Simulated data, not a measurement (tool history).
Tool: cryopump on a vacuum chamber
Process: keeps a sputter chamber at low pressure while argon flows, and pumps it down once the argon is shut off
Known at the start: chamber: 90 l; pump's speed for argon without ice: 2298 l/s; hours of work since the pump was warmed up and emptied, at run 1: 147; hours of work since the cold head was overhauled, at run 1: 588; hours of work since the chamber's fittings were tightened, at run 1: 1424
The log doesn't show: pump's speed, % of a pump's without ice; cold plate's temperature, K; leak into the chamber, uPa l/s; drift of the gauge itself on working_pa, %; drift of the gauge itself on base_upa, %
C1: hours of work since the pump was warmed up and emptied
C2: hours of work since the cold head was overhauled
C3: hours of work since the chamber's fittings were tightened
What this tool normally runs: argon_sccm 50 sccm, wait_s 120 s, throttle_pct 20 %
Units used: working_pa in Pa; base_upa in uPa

{"run": 1, "day": 0.0, "argon_sccm": 50, "wait_s": 120, "throttle_pct": 20, "C1": 147, "C2": 588, "C3": 1424, "working_pa": 0.1855, "base_upa": 2.27}
{"run": 2, "day": 1.446, "argon_sccm": 50, "wait_s": 120, "throttle_pct": 20, "C1": 169, "C2": 610, "C3": 1445, "working_pa": 0.1882, "base_upa": 2.4}
{"day": 2.058, "done": "leaking fittings of the chamber tightened, without venting"}
{"run": 3, "day": 4.329, "argon_sccm": 50, "wait_s": 120, "throttle_pct": 20, "C1": 210, "C2": 652, "C3": 34, "working_pa": 0.1893, "base_upa": 0.64}
{"run": 4, "day": 5.717, "argon_sccm": 50, "wait_s": 120, "throttle_pct": 20, "C1": 231, "C2": 672, "C3": 54, "working_pa": 0.1896, "base_upa": 0.66}
{"run": 5, "day": 8.625, "argon_sccm": 50, "wait_s": 120, "throttle_pct": 20, "C1": 274, "C2": 716, "C3": 98, "working_pa": 0.1893, "base_upa": 0.74}
{"run": 6, "day": 11.612, "argon_sccm": 50, "wait_s": 120, "throttle_pct": 20, "C1": 319, "C2": 760, "C3": 142, "working_pa": 0.1918, "base_upa": 0.78}
{"run": 7, "day": 14.45, "argon_sccm": 50, "wait_s": 120, "throttle_pct": 20, "C1": 361, "C2": 802, "C3": 184, "working_pa": 0.1945, "base_upa": 0.86}
{"run": 8, "day": 16.3, "argon_sccm": 50, "wait_s": 120, "throttle_pct": 20, "C1": 389, "C2": 830, "C3": 212, "working_pa": 0.1965, "base_upa": 0.88}
{"day": 17.358, "done": "pump warmed up, emptied and cooled again"}
{"run": 9, "day": 19.092, "argon_sccm": 50, "wait_s": 120, "throttle_pct": 16, "C1": 26, "C2": 868, "C3": 250, "working_pa": 0.2305, "base_upa": 0.87}
{"run": 10, "day": 22.017, "argon_sccm": 34, "wait_s": 120, "throttle_pct": 20, "C1": 69, "C2": 912, "C3": 294, "working_pa": 0.1271, "base_upa": 0.96}
{"run": 11, "day": 23.617, "argon_sccm": 34, "wait_s": 120, "throttle_pct": 20, "C1": 93, "C2": 936, "C3": 318, "working_pa": 0.1278, "base_upa": 0.99}
{"run": 12, "day": 26.521, "argon_sccm": 34, "wait_s": 120, "throttle_pct": 20, "C1": 136, "C2": 979, "C3": 361, "working_pa": 0.127, "base_upa": 1.07}
{"run": 13, "day": 29.462, "argon_sccm": 34, "wait_s": 58, "throttle_pct": 20, "C1": 180, "C2": 1023, "C3": 405, "working_pa": 0.1269, "base_upa": 1.56}
{"run": 14, "day": 31.388, "argon_sccm": 50, "wait_s": 120, "throttle_pct": 29, "C1": 209, "C2": 1051, "C3": 433, "working_pa": 0.1325, "base_upa": 1.13}
{"run": 15, "day": 32.696, "argon_sccm": 50, "wait_s": 120, "throttle_pct": 26, "C1": 228, "C2": 1071, "C3": 453, "working_pa": 0.1477, "base_upa": 1.17}
{"run": 16, "day": 34.871, "argon_sccm": 95, "wait_s": 120, "throttle_pct": 26, "C1": 261, "C2": 1103, "C3": 485, "working_pa": 0.2858, "base_upa": 1.25}
{"run": 17, "day": 37.333, "argon_sccm": 95, "wait_s": 120, "throttle_pct": 26, "C1": 297, "C2": 1140, "C3": 522, "working_pa": 0.2835, "base_upa": 1.31}
{"run": 18, "day": 39.275, "argon_sccm": 50, "wait_s": 120, "throttle_pct": 20, "C1": 326, "C2": 1169, "C3": 551, "working_pa": 0.1927, "base_upa": 1.35}
{"run": 19, "day": 41.15, "argon_sccm": 95, "wait_s": 120, "throttle_pct": 33, "C1": 354, "C2": 1197, "C3": 579, "working_pa": 0.2321, "base_upa": 1.4}
{"run": 20, "day": 43.292, "argon_sccm": 95, "wait_s": 120, "throttle_pct": 33, "C1": 386, "C2": 1229, "C3": 611, "working_pa": 0.2339, "base_upa": 1.47}
{"day": 44.538, "done": "pump warmed up, emptied and cooled again"}
{"run": 21, "day": 45.642, "argon_sccm": 99, "wait_s": 120, "throttle_pct": 18, "C1": 16, "C2": 1260, "C3": 643, "working_pa": 0.4063, "base_upa": 1.31}
{"run": 22, "day": 48.1, "argon_sccm": 50, "wait_s": 120, "throttle_pct": 27, "C1": 53, "C2": 1297, "C3": 679, "working_pa": 0.1379, "base_upa": 1.39}
{"run": 23, "day": 49.908, "argon_sccm": 30, "wait_s": 61, "throttle_pct": 19, "C1": 80, "C2": 1324, "C3": 706, "working_pa": 0.1177, "base_upa": 1.78}
{"run": 24, "day": 52.825, "argon_sccm": 30, "wait_s": 61, "throttle_pct": 19, "C1": 123, "C2": 1367, "C3": 749, "working_pa": 0.1162, "base_upa": 1.93}
{"run": 25, "day": 55.583, "argon_sccm": 61, "wait_s": 24, "throttle_pct": 38, "C1": 164, "C2": 1408, "C3": 791, "working_pa": 0.1239, "base_upa": 3.37}
{"run": 26, "day": 56.808, "argon_sccm": 50, "wait_s": 29, "throttle_pct": 20, "C1": 183, "C2": 1427, "C3": 809, "working_pa": 0.1899, "base_upa": 3.03}
{"run": 27, "day": 58.321, "argon_sccm": 50, "wait_s": 29, "throttle_pct": 18, "C1": 205, "C2": 1449, "C3": 831, "working_pa": 0.2091, "base_upa": 3.1}
{"run": 28, "day": 59.617, "argon_sccm": 50, "wait_s": 29, "throttle_pct": 18, "C1": 224, "C2": 1468, "C3": 851, "working_pa": 0.2119, "base_upa": 3.11}
{"run": 29, "day": 62.283, "argon_sccm": 50, "wait_s": 29, "throttle_pct": 18, "C1": 264, "C2": 1508, "C3": 890, "working_pa": 0.2116, "base_upa": 3.17}
{"run": 30, "day": 64.512, "argon_sccm": 50, "wait_s": 29, "throttle_pct": 18, "C1": 297, "C2": 1541, "C3": 923, "working_pa": 0.2154, "base_upa": 3.27}
{"run": 31, "day": 66.246, "argon_sccm": 22, "wait_s": 120, "throttle_pct": 23, "C1": 323, "C2": 1567, "C3": 949, "working_pa": 0.0739, "base_upa": 1.94}
{"run": 32, "day": 68.258, "argon_sccm": 22, "wait_s": 258, "throttle_pct": 20, "C1": 353, "C2": 1597, "C3": 979, "working_pa": 0.0854, "base_upa": 1.72}
{"run": 33, "day": 70.358, "argon_sccm": 50, "wait_s": 21, "throttle_pct": 58, "C1": 384, "C2": 1628, "C3": 1010, "working_pa": 0.0748, "base_upa": 4.03}
{"day": 71.488, "done": "pump warmed up, emptied and cooled again"}
{"run": 34, "day": 72.721, "argon_sccm": 83, "wait_s": 21, "throttle_pct": 20, "C1": 18, "C2": 1660, "C3": 1043, "working_pa": 0.3068, "base_upa": 3.83}
{"run": 35, "day": 75.438, "argon_sccm": 28, "wait_s": 29, "throttle_pct": 20, "C1": 59, "C2": 1701, "C3": 1083, "working_pa": 0.1042, "base_upa": 3.27}

3 ways to go on from here, each from the tool as it stands after run 35. What would each give?
{"run": "A", "day": 77.271, "argon_sccm": 28, "wait_s": 24, "throttle_pct": 19, "C1": 86, "C2": 1728, "C3": 1110, "working_pa": "?", "base_upa": "?"}
{"run": "B", "day": 77.271, "argon_sccm": 24, "wait_s": 22, "throttle_pct": 28, "C1": 86, "C2": 1728, "C3": 1110, "working_pa": "?", "base_upa": "?"}
{"run": "C", "day": 77.271, "argon_sccm": 54, "wait_s": 278, "throttle_pct": 19, "C1": 86, "C2": 1728, "C3": 1110, "working_pa": "?", "base_upa": "?"}

run=A working_pa=0.1104 base_upa=3.73
run=B working_pa=0.0646 base_upa=3.96
run=C working_pa=0.2114 base_upa=1.66
Without the tool's hidden state the same runs would have given:
run=A working_pa=0.1087 base_upa=2.41
run=B working_pa=0.0632 base_upa=2.64
run=C working_pa=0.2081 base_upa=0.37
